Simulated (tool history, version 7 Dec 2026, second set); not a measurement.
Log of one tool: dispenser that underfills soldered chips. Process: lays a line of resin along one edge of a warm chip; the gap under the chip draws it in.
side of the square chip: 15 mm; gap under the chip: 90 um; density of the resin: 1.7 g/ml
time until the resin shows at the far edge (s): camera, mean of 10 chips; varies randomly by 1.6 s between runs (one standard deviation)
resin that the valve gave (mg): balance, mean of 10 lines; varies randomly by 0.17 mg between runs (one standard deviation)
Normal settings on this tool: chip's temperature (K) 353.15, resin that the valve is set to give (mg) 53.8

run,hour,chip's temperature (K),resin that the valve is set to give (mg),time until the resin shows at the far edge (s),resin that the valve gave (mg)
1,0.0,353.15,53.8,193.8,52.33
# hour 4.0: new syringe of resin
# hour 12.9: new syringe of resin
2,14.0,353.15,53.8,170.9,52.46
# hour 21.1: new syringe of resin
3,21.1,353.15,53.8,161.9,51.76
4,28.0,353.15,58.0,200.7,55.63
# hour 29.7: new syringe of resin
# hour 38.0: new syringe of resin
5,39.9,353.15,58.0,169.2,55.33
# hour 46.6: new syringe of resin
6,51.0,362.15,53.8,130.9,50.90
# hour 54.8: new syringe of resin
7,59.9,362.15,53.8,134.4,50.94
# hour 63.5: new syringe of resin
8,70.7,362.15,53.8,142.7,50.32
# hour 71.7: new syringe of resin
# hour 79.3: dispensing valve cleaned and set on the balance
9,80.3,344.15,53.8,314.9,53.90
# hour 81.2: new syringe of resin
10,87.1,353.15,53.8,201.4,53.71
# hour 89.4: new syringe of resin
# hour 97.6: new syringe of resin
11,97.6,353.15,53.8,165.1,53.02
12,104.7,353.15,53.8,209.2,52.94
# hour 106.4: new syringe of resin
# hour 114.5: new syringe of resin
13,116.7,353.15,51.4,178.3,50.20
# hour 123.3: new syringe of resin
14,129.1,353.15,51.4,200.7,49.92
# hour 131.5: new syringe of resin
15,136.3,353.15,51.4,199.5,49.61
# hour 140.1: new syringe of resin
16,143.7,353.15,51.4,190.7,49.60
# hour 148.5: new syringe of resin
# hour 157.8: new syringe of resin
17,158.0,353.15,51.4,169.2,49.10
# hour 166.4: new syringe of resin
18,172.4,346.15,46.8,286.0,44.22
# hour 174.9: new syringe of resin
19,180.1,347.15,53.9,260.4,50.87
# hour 183.1: new syringe of resin
# hour 192.3: new syringe of resin
20,195.8,347.15,53.9,250.8,50.08
# hour 200.2: dispensing valve cleaned and set on the balance
# hour 201.5: new syringe of resin
21,206.1,347.15,59.1,248.1,59.35
# hour 210.1: new syringe of resin
# hour 218.3: new syringe of resin
22,218.9,358.15,57.1,137.9,56.31
# hour 226.6: new syringe of resin
23,229.6,356.15,58.9,161.3,57.61
# hour 235.3: new syringe of resin
24,239.4,345.15,58.9,272.9,57.75
# hour 243.7: new syringe of resin
# hour 251.8: new syringe of resin
25,254.3,340.15,47.0,342.9,45.64
# hour 260.0: new syringe of resin
26,265.9,340.15,47.0,373.2,45.33
# hour 268.4: new syringe of resin
27,275.5,339.15,62.6,399.7,59.62
# hour 276.9: new syringe of resin
# hour 286.2: new syringe of resin
28,290.7,347.15,50.2,256.8,47.51
# hour 294.8: new syringe of resin
# hour 303.8: new syringe of resin
29,305.1,359.15,62.5,134.2,58.25
# hour 312.0: new syringe of resin
30,312.6,357.15,61.4,147.1,57.03
# hour 320.2: new syringe of resin
# hour 321.9: dispensing valve cleaned and set on the balance
31,322.0,347.15,68.3,221.1,68.81
# hour 329.4: new syringe of resin
32,334.1,347.15,68.3,255.4,67.90
# hour 338.1: new syringe of resin
33,342.7,342.15,53.8,326.7,53.43

Hidden state or all else? Some run-to-run changes of time until the resin shows at the far edge (s), split into what the settings, what came in and random variation would give without the hidden state, and what is left for the hidden state (with any gauge scatter that isn't in both results):
What the log doesn't record here: resin's viscosity, % of fresh resin's; dose that the valve gives, % of what is set; true chip temperature over the reading, C; drift of the gauge itself on fill_s, %; drift of the gauge itself on given_mg, %.
Run 8 -> 9: chip's temperature (K) 362.15 -> 344.15, new syringe of resin, dispensing valve cleaned and set on the balance. time until the resin shows at the far edge (s) +172.2: hidden state +42.6, all else +129.6.
Run 11 -> 12: nothing adjusted, nothing logged. time until the resin shows at the far edge (s) +44.1: hidden state +43.9, all else +0.2.
Run 17 -> 18: chip's temperature (K) 353.15 -> 346.15, resin that the valve is set to give (mg) 51.4 -> 46.8, new syringe of resin. time until the resin shows at the far edge (s) +116.8: hidden state +55.7, all else +61.1.
Run 27 -> 28: chip's temperature (K) 339.15 -> 347.15, resin that the valve is set to give (mg) 62.6 -> 50.2, new syringe of resin, new syringe of resin. time until the resin shows at the far edge (s) -142.9: hidden state -52.4, all else -90.5.
Run 28 -> 29: chip's temperature (K) 347.15 -> 359.15, resin that the valve is set to give (mg) 50.2 -> 62.5, new syringe of resin, new syringe of resin. time until the resin shows at the far edge (s) -122.6: hidden state -37.2, all else -85.4.
